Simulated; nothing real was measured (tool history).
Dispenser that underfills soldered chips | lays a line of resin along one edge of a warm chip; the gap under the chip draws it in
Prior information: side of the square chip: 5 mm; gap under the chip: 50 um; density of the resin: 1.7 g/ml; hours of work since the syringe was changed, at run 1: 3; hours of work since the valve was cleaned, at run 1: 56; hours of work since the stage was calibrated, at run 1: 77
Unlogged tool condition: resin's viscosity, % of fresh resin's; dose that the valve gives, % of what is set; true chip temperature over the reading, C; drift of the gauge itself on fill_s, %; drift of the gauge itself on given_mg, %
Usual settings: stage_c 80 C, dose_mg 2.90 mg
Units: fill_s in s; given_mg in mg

run   hour  stage_c  dose_mg  hours of work since the syringe was changed  hours of work since the valve was cleaned  hours of work since the stage was calibrated  fill_s  given_mg
  1    0.0       80     2.90                                            3                                         56                                            77    10.9      2.80
  2    2.7       80     2.90                                            5                                         58                                            79    11.6      2.81
  3    7.4       80     2.90                                            8                                         61                                            82    13.3      2.82
       9.7  -- new syringe of resin
  4   11.9       80     2.90                                            1                                         64                                            85    10.6      2.79
  5   13.8       80     2.90                                            3                                         66                                            86    10.9      2.80
  6   16.0       80     2.90                                            4                                         67                                            88    11.5      2.77
  7   20.1       81     2.90                                            7                                         70                                            91    12.9      2.81
      24.1  -- new syringe of resin
  8   24.3       81     2.90                                            0                                         72                                            93     9.6      2.77
  9   28.2       86     2.90                                            3                                         75                                            96     9.4      2.81
 10   30.2       86     2.90                                            4                                         76                                            97     8.9      2.78
 11   34.7       86     2.90                                            7                                         79                                           100    10.5      2.73
 12   37.4       80     2.90                                            9                                         81                                           102    13.9      2.77
      38.4  -- new syringe of resin
 13   39.8       85     2.90                                            1                                         83                                           104     8.4      2.77
 14   43.5       85     2.90                                            3                                         85                                           106     9.8      2.75
 15   46.1       85     2.90                                            5                                         87                                           108     9.9      2.76
 16   49.5       85     2.90                                            7                                         89                                           110    10.7      2.77
      52.6  -- new syringe of resin
 17   52.6       85     2.90                                            0                                         91                                           112     8.7      2.78
 18   56.6       84     3.50                                            3                                         94                                           115     9.3      3.29
 19   59.6       66     3.46                                            5                                         96                                           117    20.7      3.26
 20   62.4       88     2.76                                            7                                         98                                           119     9.8      2.63
 21   64.8       85     3.05                                            8                                         99                                           120    11.2      2.87
      67.1  -- new syringe of resin
 22   67.8       75     3.10                                            0                                        101                                           122    12.0      2.90
 23   71.4       74     2.54                                            3                                        103                                           124    15.2      2.37
 24   74.7       77     2.83                                            5                                        106                                           127    13.8      2.67
 25   76.9       77     2.83                                            7                                        107                                           128    14.2      2.62
      80.8  -- dispensing valve cleaned and set on the balance
 26   81.5       68     2.83                                            9                                          0                                           130    21.9      2.80
      82.2  -- new syringe of resin
 27   83.8       70     2.88                                            1                                          2                                           132    16.3      2.87
 28   86.5       72     3.56                                            3                                          4                                           134    14.9      3.53
 29   89.3       72     3.56                                            5                                          6                                           135    16.5      3.56
 30   92.5       72     3.56                                            7                                          8                                           138    17.4      3.51
 31   95.4       72     3.56                                            9                                         10                                           140    18.4      3.54
      96.6  -- new syringe of resin
 32   98.6       77     2.56                                            1                                         12                                           142    12.4      2.54
 33  101.8       77     2.56                                            3                                         14                                           144    12.8      2.53

Take each entry between the runs: how does the hidden state at the last listed run before it differ from the hidden state at the first listed run after it?
Runs 3 to 4: new syringe of resin (hour 9.7)
  resin's viscosity, % of fresh resin's: 128.1 -> 104.2; dose that the valve gives, % of what is set: 96.42 -> 96.26; true chip temperature over the reading, C: -0.23 -> -0.24
  measured value less the no-hidden-state value, fill_s: +3.1 -> +0.6 s; given_mg: -0.10 -> -0.11 mg
Runs 7 to 8: new syringe of resin (hour 24.1)
  resin's viscosity, % of fresh resin's: 123.6 -> 100.8; dose that the valve gives, % of what is set: 95.95 -> 95.8
  measured value less the no-hidden-state value, fill_s: +2.6 -> +0.3 s; given_mg: -0.12 -> -0.12 mg
Runs 12 to 13: new syringe of resin (hour 38.4)
  resin's viscosity, % of fresh resin's: 132.6 -> 103.7; dose that the valve gives, % of what is set: 95.29 -> 95.2
  measured value less the no-hidden-state value, fill_s: +3.6 -> +0.5 s; given_mg: -0.14 -> -0.14 mg
Runs 16 to 17: new syringe of resin (hour 52.6)
  resin's viscosity, % of fresh resin's: 127.1 -> 100.5; dose that the valve gives, % of what is set: 94.81 -> 94.7
  measured value less the no-hidden-state value, fill_s: +2.6 -> +0.3 s; given_mg: -0.15 -> -0.15 mg
Runs 21 to 22: new syringe of resin (hour 67.1)
  resin's viscosity, % of fresh resin's: 129.7 -> 99.1; dose that the valve gives, % of what is set: 94.24 -> 94.14
  measured value less the no-hidden-state value, fill_s: +2.8 -> +0.2 s; given_mg: -0.18 -> -0.19 mg
Runs 25 to 26: dispensing valve cleaned and set on the balance (hour 80.8)
  resin's viscosity, % of fresh resin's: 120 -> 129.4; dose that the valve gives, % of what is set: 93.77 -> 99.55
  measured value less the no-hidden-state value, fill_s: +2.7 -> +5.3 s; given_mg: -0.17 -> -0.01 mg
Runs 26 to 27: new syringe of resin (hour 82.2)
  resin's viscosity, % of fresh resin's: 129.4 -> 104.3; dose that the valve gives, % of what is set: 99.55 -> 99.48; true chip temperature over the reading, C: -0.36 -> -0.37
  measured value less the no-hidden-state value, fill_s: +5.3 -> +0.9 s; given_mg: -0.01 -> -0.02 mg
Runs 31 to 32: new syringe of resin (hour 96.6)
  resin's viscosity, % of fresh resin's: 132.8 -> 105.8; dose that the valve gives, % of what is set: 99.02 -> 98.9
  measured value less the no-hidden-state value, fill_s: +4.8 -> +0.9 s; given_mg: -0.03 -> -0.03 mg
